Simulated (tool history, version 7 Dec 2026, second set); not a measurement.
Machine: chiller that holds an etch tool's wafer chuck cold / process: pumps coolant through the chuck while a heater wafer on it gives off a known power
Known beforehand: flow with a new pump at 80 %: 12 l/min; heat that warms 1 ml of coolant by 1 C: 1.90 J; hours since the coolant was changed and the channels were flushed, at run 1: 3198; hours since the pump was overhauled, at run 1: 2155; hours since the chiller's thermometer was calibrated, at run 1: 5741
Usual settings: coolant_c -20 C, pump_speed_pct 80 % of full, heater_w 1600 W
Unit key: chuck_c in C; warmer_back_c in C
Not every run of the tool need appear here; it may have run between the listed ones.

run,day,coolant_c,pump_speed_pct,heater_w,hours since the coolant was changed and the channels were flushed,hours since the pump was overhauled,hours since the chiller's thermometer was calibrated,chuck_c,warmer_back_c
1,0,-20,80,1600,3198,2155,5741,-9,4.29
2,3.346,-20,99,1600,3279,2236,5821,-10.3,3.49
3,6.525,-20,80,1600,3355,2312,5897,-9,4.31
# day 6.946: chiller's thermometer calibrated
4,9.267,-20,75,1600,3420,2377,56,-8.7,4.6
5,11.683,-20,75,1600,3478,2435,114,-8.9,4.66
6,13.171,-20,75,1600,3513,2470,149,-8.7,4.64
7,15.683,-20,88,1600,3574,2531,210,-9.9,3.95
8,19.146,-20,80,1266,3657,2614,293,-11.4,3.42
9,21.325,-20,80,1266,3709,2666,345,-11.3,3.43
10,23.288,-20,80,1266,3756,2713,392,-11.3,3.41
11,25.517,-20,80,1116,3810,2767,446,-12.4,3.01
12,27.471,-10,80,1600,3857,2814,493,0.9,4.34
13,30.792,-20,80,1142,3936,2893,572,-12.1,3.08
14,34.271,-20,80,1687,4020,2977,656,-8.5,4.6
15,36.621,-20,80,1593,4076,3033,712,-9,4.35
# day 37.125: coolant pump overhauled
16,38.658,-20,80,1593,4120,37,756,-9,4.38
17,40.533,-20,80,1593,4165,82,801,-9,4.38
18,42.112,-13,80,993,4203,120,839,-6.2,2.71
19,44.379,-19,80,1182,4258,174,893,-10.8,3.24
20,46.175,-20,94,1600,4301,217,937,-10.1,3.72
# day 46.8: coolant pump overhauled, once more
21,49.342,-20,94,1600,4372,61,1008,-10,3.63
22,50.875,-20,94,1600,4408,98,1044,-10,3.61
23,53.433,-20,62,1600,4470,159,1106,-7.1,5.57
24,56.821,-20,70,1561,4551,241,1187,-8.4,4.83
25,59.146,-20,70,1561,4607,296,1243,-8.3,4.78
26,60.829,-26,82,2267,4647,337,1283,-10.6,5.91
27,64.2,-28,82,2267,4728,418,1364,-12.7,5.94
28,65.954,-20,74,1627,4770,460,1406,-8.2,4.73
29,67.938,-20,74,1627,4818,507,1454,-8,4.72
30,70.838,-20,74,1627,4887,577,1523,-8.2,4.75
31,73.488,-12,74,1627,4951,640,1587,-0.3,4.72
32,76.475,-12,74,1627,5023,712,1659,0.1,4.74

Predict each of these 3 candidate next runs independently; none follows another, all start after run 32:
A,78.821,-12,89,1492,5079,768,1715,?,?
B,78.821,-12,95,1622,5079,768,1715,?,?
C,78.821,-12,91,1281,5079,768,1715,?,?

run,chuck_c,warmer_back_c
A,-2,3.65
B,-1.7,3.64
C,-3.6,3.07
Stripped of hidden state, with their random variation kept, the same runs would have yielded:
run,chuck_c,warmer_back_c
A,-3.1,3.58
B,-2.8,3.57
C,-4.5,3.01
